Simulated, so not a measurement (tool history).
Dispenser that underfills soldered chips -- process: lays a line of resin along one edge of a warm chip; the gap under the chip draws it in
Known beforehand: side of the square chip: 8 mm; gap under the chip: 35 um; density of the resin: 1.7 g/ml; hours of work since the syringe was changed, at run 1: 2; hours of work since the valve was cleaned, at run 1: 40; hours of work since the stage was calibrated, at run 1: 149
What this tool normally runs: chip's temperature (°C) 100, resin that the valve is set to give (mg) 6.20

| run | hour | chip's temperature (°C) | resin that the valve is set to give (mg) | hours of work since the syringe was changed | hours of work since the valve was cleaned | hours of work since the stage was calibrated | time until the resin shows at the far edge (s) | resin that the valve gave (mg) |
|---|---|---|---|---|---|---|---|---|
| 1 | 0.0 | 100 | 6.20 | 2 | 40 | 149 | 34.2 | 6.00 |
| 2 | 5.0 | 100 | 6.20 | 6 | 44 | 152 | 43.4 | 5.99 |
|  | 6.3 | new syringe of resin |
| 3 | 12.9 | 100 | 6.20 | 5 | 50 | 158 | 40.7 | 5.99 |
|  | 15.1 | new syringe of resin |
| 4 | 18.3 | 100 | 6.20 | 2 | 53 | 162 | 35.6 | 5.97 |
|  | 24.3 | new syringe of resin |
| 5 | 28.1 | 100 | 6.20 | 3 | 60 | 169 | 36.2 | 5.94 |
|  | 33.1 | new syringe of resin |
| 6 | 35.8 | 100 | 6.20 | 2 | 66 | 174 | 35.1 | 5.96 |
| 7 | 40.6 | 100 | 6.20 | 6 | 69 | 178 | 42.4 | 5.92 |
|  | 42.2 | new syringe of resin |
|  | 50.9 | new syringe of resin |
| 8 | 51.0 | 100 | 6.20 | 0 | 77 | 185 | 30.0 | 5.91 |
| 9 | 58.9 | 100 | 6.20 | 6 | 82 | 191 | 43.4 | 5.87 |
|  | 60.1 | new syringe of resin |
| 10 | 64.9 | 100 | 6.20 | 3 | 87 | 195 | 38.5 | 5.87 |
|  | 69.5 | new syringe of resin |
| 11 | 70.0 | 100 | 6.20 | 0 | 90 | 199 | 32.1 | 5.86 |
| 12 | 76.4 | 100 | 6.20 | 5 | 95 | 203 | 42.2 | 5.81 |
|  | 78.4 | new syringe of resin |
| 13 | 84.3 | 100 | 6.20 | 4 | 100 | 209 | 40.2 | 5.80 |
|  | 87.3 | new syringe of resin |
| 14 | 93.8 | 100 | 6.20 | 5 | 107 | 216 | 41.8 | 5.81 |
|  | 96.2 | new syringe of resin |
| 15 | 100.8 | 85 | 6.20 | 3 | 112 | 221 | 77.3 | 5.77 |
|  | 105.2 | new syringe of resin |
| 16 | 108.4 | 85 | 5.48 | 2 | 118 | 226 | 75.1 | 5.03 |
| 17 | 112.8 | 85 | 5.48 | 6 | 121 | 229 | 92.6 | 5.04 |
|  | 113.9 | new syringe of resin |
| 18 | 119.4 | 88 | 7.15 | 4 | 125 | 234 | 69.5 | 6.63 |
|  | 122.6 | new syringe of resin |
| 19 | 127.6 | 101 | 5.86 | 4 | 131 | 240 | 37.1 | 5.45 |
|  | 130.1 | dispensing valve cleaned and set on the balance |
|  | 133.0 | new syringe of resin |
| 20 | 138.8 | 115 | 5.61 | 4 | 6 | 247 | 22.1 | 5.60 |
|  | 141.7 | new syringe of resin |
| 21 | 144.8 | 95 | 6.35 | 2 | 10 | 251 | 44.2 | 6.33 |
| 22 | 149.2 | 95 | 6.35 | 6 | 14 | 254 | 55.0 | 6.28 |
|  | 150.7 | new syringe of resin |
| 23 | 157.3 | 104 | 5.73 | 5 | 19 | 260 | 36.3 | 5.65 |
|  | 159.5 | new syringe of resin |
| 24 | 165.7 | 90 | 7.00 | 5 | 25 | 266 | 63.8 | 6.96 |
|  | 168.8 | new syringe of resin |
| 25 | 175.7 | 95 | 7.39 | 5 | 32 | 273 | 51.8 | 7.25 |
|  | 177.6 | new syringe of resin |
| 26 | 184.4 | 113 | 7.50 | 5 | 39 | 280 | 23.4 | 7.39 |
|  | 186.4 | new syringe of resin |
| 27 | 189.7 | 113 | 7.50 | 2 | 42 | 283 | 21.4 | 7.32 |
|  | 195.7 | new syringe of resin |
| 28 | 199.5 | 88 | 6.00 | 3 | 49 | 290 | 67.4 | 5.83 |
|  | 204.4 | new syringe of resin |
| 29 | 208.5 | 95 | 6.00 | 3 | 56 | 297 | 47.5 | 5.80 |
|  | 213.1 | new syringe of resin |
| 30 | 216.3 | 95 | 6.00 | 2 | 61 | 302 | 45.4 | 5.83 |
|  | 221.7 | new syringe of resin |
| 31 | 225.9 | 95 | 6.00 | 3 | 68 | 309 | 48.4 | 5.80 |

Some steps in time until the resin shows at the far edge (s) between neighbouring runs. How much of each would the tool show without its hidden state too (settings, what came in, random variation), and how much is left for the hidden state, with any gauge scatter that isn't in both results?
The tool's hidden condition here consists of: resin's viscosity, % of fresh resin's; dose that the valve gives, % of what is set; true chip temperature over the reading, C; drift of the gauge itself on fill_s, %; drift of the gauge itself on given_mg, %.
Run 7 -> 8: new syringe of resin, new syringe of resin. time until the resin shows at the far edge (s) -12.4: hidden state -12.7, all else +0.3.
Run 14 -> 15: chip's temperature (°C) 100 -> 85, new syringe of resin. time until the resin shows at the far edge (s) +35.5: hidden state +7.0, all else +28.5.
Run 16 -> 17: settings left as they were, no log entry in between. time until the resin shows at the far edge (s) +17.5: hidden state +16.4, all else +1.1.
Run 17 -> 18: chip's temperature (°C) 85 -> 88, resin that the valve is set to give (mg) 5.48 -> 7.15, new syringe of resin. time until the resin shows at the far edge (s) -23.1: hidden state -13.5, all else -9.6.
Run 18 -> 19: chip's temperature (°C) 88 -> 101, resin that the valve is set to give (mg) 7.15 -> 5.86, new syringe of resin. time until the resin shows at the far edge (s) -32.4: hidden state -9.0, all else -23.4.
Run 27 -> 28: chip's temperature (°C) 113 -> 88, resin that the valve is set to give (mg) 7.50 -> 6.00, new syringe of resin. time until the resin shows at the far edge (s) +46.0: hidden state +11.9, all else +34.1.
